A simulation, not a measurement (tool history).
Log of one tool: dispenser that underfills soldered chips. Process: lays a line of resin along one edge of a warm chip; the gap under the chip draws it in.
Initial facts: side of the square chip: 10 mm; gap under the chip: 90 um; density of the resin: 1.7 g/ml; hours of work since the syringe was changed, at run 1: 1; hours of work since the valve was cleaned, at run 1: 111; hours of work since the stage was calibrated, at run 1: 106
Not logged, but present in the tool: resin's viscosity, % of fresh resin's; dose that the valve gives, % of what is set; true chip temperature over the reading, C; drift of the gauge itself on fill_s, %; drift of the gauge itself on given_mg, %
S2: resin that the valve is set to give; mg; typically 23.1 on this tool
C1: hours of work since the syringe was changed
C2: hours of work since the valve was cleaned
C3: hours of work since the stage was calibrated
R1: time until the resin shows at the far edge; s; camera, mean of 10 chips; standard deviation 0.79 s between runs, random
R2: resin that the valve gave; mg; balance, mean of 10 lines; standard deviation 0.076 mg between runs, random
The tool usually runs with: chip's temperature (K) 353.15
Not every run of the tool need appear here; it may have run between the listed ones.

{"run": 1, "day": 0.0, "chip's temperature (K)": 353.15, "S2": 23.1, "C1": 1, "C2": 111, "C3": 106, "R1": 76.6, "R2": 22.15}
{"run": 2, "day": 0.296, "chip's temperature (K)": 353.15, "S2": 23.1, "C1": 6, "C2": 116, "C3": 111, "R1": 93.6, "R2": 22.13}
{"run": 3, "day": 0.438, "chip's temperature (K)": 353.15, "S2": 23.1, "C1": 8, "C2": 118, "C3": 114, "R1": 103.9, "R2": 21.99}
{"day": 0.6, "done": "dispensing valve cleaned and set on the balance"}
{"day": 0.633, "done": "new syringe of resin"}
{"run": 4, "day": 0.638, "chip's temperature (K)": 364.15, "S2": 23.1, "C1": 0, "C2": 0, "C3": 116, "R1": 50.6, "R2": 23.17}
{"run": 5, "day": 0.85, "chip's temperature (K)": 364.15, "S2": 23.1, "C1": 4, "C2": 4, "C3": 120, "R1": 60.0, "R2": 22.97}
{"run": 6, "day": 1.142, "chip's temperature (K)": 364.15, "S2": 23.1, "C1": 9, "C2": 9, "C3": 125, "R1": 73.8, "R2": 23.17}
{"day": 1.283, "done": "new syringe of resin"}
{"run": 7, "day": 1.442, "chip's temperature (K)": 364.15, "S2": 23.1, "C1": 3, "C2": 14, "C3": 130, "R1": 55.1, "R2": 22.96}
{"run": 8, "day": 1.621, "chip's temperature (K)": 364.15, "S2": 23.1, "C1": 6, "C2": 17, "C3": 133, "R1": 64.7, "R2": 23.08}
{"run": 9, "day": 1.854, "chip's temperature (K)": 353.15, "S2": 24.6, "C1": 10, "C2": 21, "C3": 137, "R1": 104.3, "R2": 24.6}
{"day": 1.942, "done": "new syringe of resin"}
{"run": 10, "day": 2.092, "chip's temperature (K)": 353.15, "S2": 24.6, "C1": 3, "C2": 25, "C3": 140, "R1": 79.2, "R2": 24.43}
{"run": 11, "day": 2.35, "chip's temperature (K)": 354.15, "S2": 24.6, "C1": 7, "C2": 29, "C3": 145, "R1": 91.6, "R2": 24.35}
{"day": 2.592, "done": "new syringe of resin"}
{"run": 12, "day": 2.596, "chip's temperature (K)": 355.15, "S2": 23.9, "C1": 0, "C2": 33, "C3": 149, "R1": 66.7, "R2": 23.59}
{"run": 13, "day": 2.9, "chip's temperature (K)": 349.15, "S2": 29.1, "C1": 5, "C2": 38, "C3": 154, "R1": 100.4, "R2": 28.66}
{"run": 14, "day": 3.029, "chip's temperature (K)": 359.15, "S2": 25.4, "C1": 7, "C2": 40, "C3": 156, "R1": 80.8, "R2": 25.11}
{"run": 15, "day": 3.188, "chip's temperature (K)": 352.15, "S2": 21.0, "C1": 10, "C2": 43, "C3": 159, "R1": 114.9, "R2": 20.7}
{"day": 3.238, "done": "new syringe of resin"}
{"run": 16, "day": 3.446, "chip's temperature (K)": 352.15, "S2": 21.0, "C1": 4, "C2": 47, "C3": 163, "R1": 89.7, "R2": 20.73}
{"run": 17, "day": 3.633, "chip's temperature (K)": 352.15, "S2": 21.0, "C1": 7, "C2": 50, "C3": 166, "R1": 102.0, "R2": 20.78}
{"run": 18, "day": 3.829, "chip's temperature (K)": 352.15, "S2": 20.8, "C1": 10, "C2": 54, "C3": 170, "R1": 115.2, "R2": 20.5}
{"day": 3.883, "done": "new syringe of resin"}
{"run": 19, "day": 4.108, "chip's temperature (K)": 352.15, "S2": 20.9, "C1": 4, "C2": 58, "C3": 174, "R1": 87.4, "R2": 20.55}
{"run": 20, "day": 4.35, "chip's temperature (K)": 352.15, "S2": 20.9, "C1": 8, "C2": 62, "C3": 178, "R1": 102.8, "R2": 20.54}
{"day": 4.538, "done": "new syringe of resin"}
{"run": 21, "day": 4.546, "chip's temperature (K)": 359.15, "S2": 26.2, "C1": 0, "C2": 65, "C3": 181, "R1": 57.7, "R2": 25.7}
{"run": 22, "day": 4.725, "chip's temperature (K)": 364.15, "S2": 23.9, "C1": 3, "C2": 68, "C3": 184, "R1": 57.2, "R2": 23.31}

Below are 3 alternative next runs, each starting from the tool's condition after run 22. Predict each:
{"run": "A", "day": 5.0, "chip's temperature (K)": 367.15, "S2": 23.1, "C1": 8, "C2": 73, "C3": 189, "R1": "?", "R2": "?"}
{"run": "B", "day": 5.0, "chip's temperature (K)": 357.15, "S2": 27.2, "C1": 8, "C2": 73, "C3": 189, "R1": "?", "R2": "?"}
{"run": "C", "day": 5.0, "chip's temperature (K)": 356.15, "S2": 21.0, "C1": 8, "C2": 73, "C3": 189, "R1": "?", "R2": "?"}

run=A R1=62.4 R2=22.55
run=B R1=85.3 R2=26.59
run=C R1=91.3 R2=20.51
With the hidden condition removed and each run's random variation left untouched, the same runs would have given:
run=A R1=45.8 R2=23.07
run=B R1=63.0 R2=27.20
run=C R1=67.0 R2=20.99
